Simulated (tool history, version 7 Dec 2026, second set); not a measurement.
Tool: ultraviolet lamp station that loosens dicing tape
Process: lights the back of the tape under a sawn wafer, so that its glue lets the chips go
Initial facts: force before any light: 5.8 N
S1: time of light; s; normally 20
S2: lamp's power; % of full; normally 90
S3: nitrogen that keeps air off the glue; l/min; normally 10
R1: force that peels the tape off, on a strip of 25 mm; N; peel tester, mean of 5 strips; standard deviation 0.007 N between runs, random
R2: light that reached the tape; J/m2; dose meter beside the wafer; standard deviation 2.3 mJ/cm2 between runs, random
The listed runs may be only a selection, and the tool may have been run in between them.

run	day	S1	S2	S3	R1	R2
1	0.000	20	90	10	0.274	2130
2	0.308	20	61	10	0.567	1420
3	0.654	20	61	10	0.580	1400
4	0.954	20	61	10	0.585	1450
5	1.229	20	61	10	0.622	1380
6	1.458	20	86	10	0.321	1970
7	1.738	20	86	10	0.315	1930
8	1.992	20	86	10	0.302	1970
9	2.488	20	86	10	0.304	1970
10	3.046	20	86	10	0.308	1960
11	3.546	20	86	10	0.320	1950
12	3.933	20	90	10	0.289	2010
13	4.196	20	90	10	0.313	2010
14	4.546	20	90	10	0.306	1990
15	4.896	20	90	10	0.303	2010
16	5.388	20	90	10	0.323	2010
17	5.688	20	90	10	0.296	2000
18	6.179	20	90	11	0.296	1940
19	6.738	20	90	11	0.293	1960
20	7.096	20	90	10	0.313	1970
21	7.467	20	90	10	0.319	1920
22	7.912	20	90	5	0.559	1940
23	8.288	20	90	5	0.528	1900
24	8.729	20	90	16	0.246	1880
25	9.154	20	90	3	0.842	1890
26	9.704	20	90	3	0.862	1900
27	9.983	11	90	10	0.999	1050
28	10.233	11	91	10	0.995	1050
29	10.696	20	91	7	0.417	1920
30	11.133	20	90	5	0.573	1870
31	11.492	11	90	13	0.865	1010
32	11.792	11	90	13	0.923	1010
33	12.192	11	90	13	0.855	1020
34	12.508	23	64	4	0.980	1510
35	12.758	23	64	4	0.989	1510
36	13.088	16	84	17	0.439	1360
37	13.638	32	84	10	0.184	2740
38	13.942	32	84	10	0.196	2670
39	14.375	32	84	10	0.204	2680
40	14.867	32	84	10	0.209	2700
41	15.292	12	70	10	1.367	830
42	15.783	39	81	9	0.180	3100
43	16.088	39	81	9	0.176	3090
44	16.617	14	71	16	0.878	950

Measured result minus the same run's result without the hidden state. Both carry the same run-to-run variation, though not necessarily the same gauge scatter:
What the log doesn't record here: lamp's light, % of a new lamp's; light that the window lets through, % of a clean one's; drift of the gauge itself on peel_n, %; drift of the gauge itself on dose_mj_cm2, %.
run	R1	R2
1	+0.029	-150
2	+0.071	-100
3	+0.076	-110
4	+0.079	-110
5	+0.087	-120
6	+0.042	-170
7	+0.044	-170
8	+0.044	-180
9	+0.045	-190
10	+0.050	-200
11	+0.054	-210
12	+0.049	-230
13	+0.051	-240
14	+0.054	-240
15	+0.055	-250
16	+0.059	-260
17	+0.059	-270
18	+0.058	-280
19	+0.060	-290
20	+0.069	-300
21	+0.071	-300
22	+0.144	-320
23	+0.140	-330
24	+0.048	-340
25	+0.219	-350
26	+0.229	-350
27	+0.256	-200
28	+0.262	-210
29	+0.121	-380
30	+0.175	-390
31	+0.252	-220
32	+0.272	-220
33	+0.259	-220
34	+0.288	-340
35	+0.294	-340
36	+0.144	-320
37	+0.028	-660
38	+0.030	-670
39	+0.031	-680
40	+0.033	-690
41	+0.403	-230
42	+0.020	-850
43	+0.020	-870
44	+0.323	-270

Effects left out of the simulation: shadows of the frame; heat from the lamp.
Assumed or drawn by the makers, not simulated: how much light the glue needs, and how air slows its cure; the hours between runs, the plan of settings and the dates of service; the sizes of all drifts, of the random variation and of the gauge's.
